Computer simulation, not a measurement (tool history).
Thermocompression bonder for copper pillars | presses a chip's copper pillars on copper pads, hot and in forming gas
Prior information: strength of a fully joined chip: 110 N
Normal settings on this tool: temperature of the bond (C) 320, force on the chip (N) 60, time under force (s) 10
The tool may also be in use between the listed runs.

| run | hour | temperature of the bond (C) | force on the chip (N) | time under force (s) | force that shears a chip off (N) |
|---|---|---|---|---|---|
| 1 | 0.0 | 320 | 60 | 10 | 52.5 |
|  | 11.3 | forming gas filter changed |
| 2 | 34.7 | 320 | 60 | 10 | 55.3 |
| 3 | 97.6 | 320 | 60 | 10 | 54.4 |
| 4 | 137.6 | 320 | 80 | 10 | 69.3 |
| 5 | 177.0 | 320 | 80 | 10 | 68.4 |
| 6 | 226.1 | 320 | 80 | 10 | 67.8 |
| 7 | 263.1 | 320 | 80 | 10 | 67.3 |
|  | 281.4 | forming gas filter changed |
| 8 | 340.7 | 320 | 80 | 10 | 70.7 |
| 9 | 414.6 | 320 | 80 | 10 | 69.3 |
| 10 | 465.8 | 320 | 80 | 10 | 68.4 |
| 11 | 537.7 | 320 | 60 | 14 | 58.5 |
|  | 548.1 | forming gas filter changed |
| 12 | 609.2 | 320 | 60 | 14 | 61.2 |
| 13 | 672.5 | 320 | 60 | 14 | 60.3 |
| 14 | 719.0 | 320 | 60 | 10 | 53.2 |
| 15 | 753.5 | 320 | 60 | 10 | 52.9 |
| 16 | 791.4 | 329 | 60 | 10 | 57.3 |
|  | 819.1 | forming gas filter changed |
| 17 | 823.5 | 320 | 60 | 10 | 55.5 |
| 18 | 877.5 | 320 | 60 | 10 | 54.7 |
| 19 | 929.2 | 320 | 60 | 10 | 54.3 |
| 20 | 999.1 | 320 | 60 | 10 | 53.1 |
| 21 | 1054.9 | 320 | 60 | 10 | 52.2 |
|  | 1087.6 | forming gas filter changed |
| 22 | 1122.7 | 307 | 46 | 29 | 53.8 |
| 23 | 1179.3 | 321 | 83 | 12 | 75.7 |
| 24 | 1212.0 | 321 | 45 | 28 | 58.9 |
| 25 | 1271.8 | 315 | 59 | 9 | 48.2 |
|  | 1279.3 | force cell calibrated |
|  | 1308.4 | heater calibrated with a thermocouple chip |
| 26 | 1316.7 | 309 | 60 | 10 | 51.1 |
|  | 1360.6 | forming gas filter changed |
| 27 | 1365.0 | 316 | 60 | 23 | 74.8 |
| 28 | 1431.8 | 316 | 60 | 23 | 73.3 |
|  | 1498.1 | force cell calibrated, once more |
| 29 | 1499.5 | 327 | 46 | 20 | 57.5 |
| 30 | 1532.7 | 327 | 83 | 6 | 65.2 |
| 31 | 1583.0 | 327 | 89 | 6 | 67.8 |
|  | 1629.8 | forming gas filter changed |
| 32 | 1631.4 | 327 | 40 | 7 | 34.7 |
| 33 | 1707.1 | 330 | 82 | 12 | 81.0 |
| 34 | 1777.3 | 330 | 82 | 12 | 80.0 |
| 35 | 1821.3 | 330 | 61 | 12 | 63.9 |
| 36 | 1874.0 | 298 | 60 | 10 | 41.3 |
|  | 1901.3 | forming gas filter changed |
| 37 | 1910.1 | 320 | 46 | 10 | 42.8 |
| 38 | 1964.3 | 320 | 46 | 10 | 42.1 |
| 39 | 2037.6 | 320 | 40 | 6 | 28.8 |

4 options for the next run, each taken on its own from the tool as it stands now. Forecast them:
| A | 2084.8 | 320 | 59 | 7 | ? |
| B | 2084.8 | 328 | 61 | 18 | ? |
| C | 2084.8 | 320 | 48 | 6 | ? |
| D | 2084.8 | 341 | 40 | 30 | ? |

| run | force that shears a chip off (N) |
|---|---|
| A | 46.5 |
| B | 70.0 |
| C | 35.3 |
| D | 64.9 |
Without the tool's unlogged condition, the same runs would have read:
| run | force that shears a chip off (N) |
|---|---|
| A | 49.1 |
| B | 73.7 |
| C | 37.3 |
| D | 68.3 |
